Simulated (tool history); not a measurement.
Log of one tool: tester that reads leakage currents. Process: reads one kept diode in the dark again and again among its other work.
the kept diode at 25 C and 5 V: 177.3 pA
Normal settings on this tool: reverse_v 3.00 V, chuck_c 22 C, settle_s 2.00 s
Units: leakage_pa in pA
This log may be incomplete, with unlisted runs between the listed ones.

run	hour	reverse_v	chuck_c	settle_s	leakage_pa
1	0.0	3.00	22	2.00	97.97
2	53.9	3.00	22	2.00	97.27
3	125.9	3.00	22	2.00	98.03
4	199.7	18.17	22	2.00	289.73
5	238.9	3.00	22	2.00	97.65
6	281.7	3.00	37	2.00	377.77
7	348.5	3.00	37	2.00	375.95
8	384.2	3.00	37	2.00	376.35
9	451.7	3.00	37	2.31	378.14
10	508.5	3.00	37	2.31	374.82
11	556.7	1.77	36	2.00	253.73
12	590.2	1.39	23	2.00	67.87
13	632.3	1.39	23	2.00	67.75
14	702.9	2.66	23	8.65	99.47
15	768.3	2.47	41	2.47	473.79
16	799.4	1.25	22	0.68	58.70
# hour 808.4: chuck's temperature calibrated
17	849.2	8.64	22	1.04	202.65
18	888.1	3.65	22	2.67	119.75
19	919.2	3.65	22	2.67	119.94
20	954.5	3.65	22	2.67	120.18

Below are 4 alternative next runs, each starting from the tool's condition after run 20. Predict each:
A	1018.0	4.55	22	1.65	?
B	1018.0	3.00	22	0.36	?
C	1018.0	3.65	29	2.15	?
D	1018.0	3.65	22	3.36	?

run	leakage_pa
A	138.02
B	109.08
C	226.09
D	120.54
What these runs would have given with no unlogged condition in the tool:
run	leakage_pa
A	127.29
B	101.78
C	215.93
D	111.80
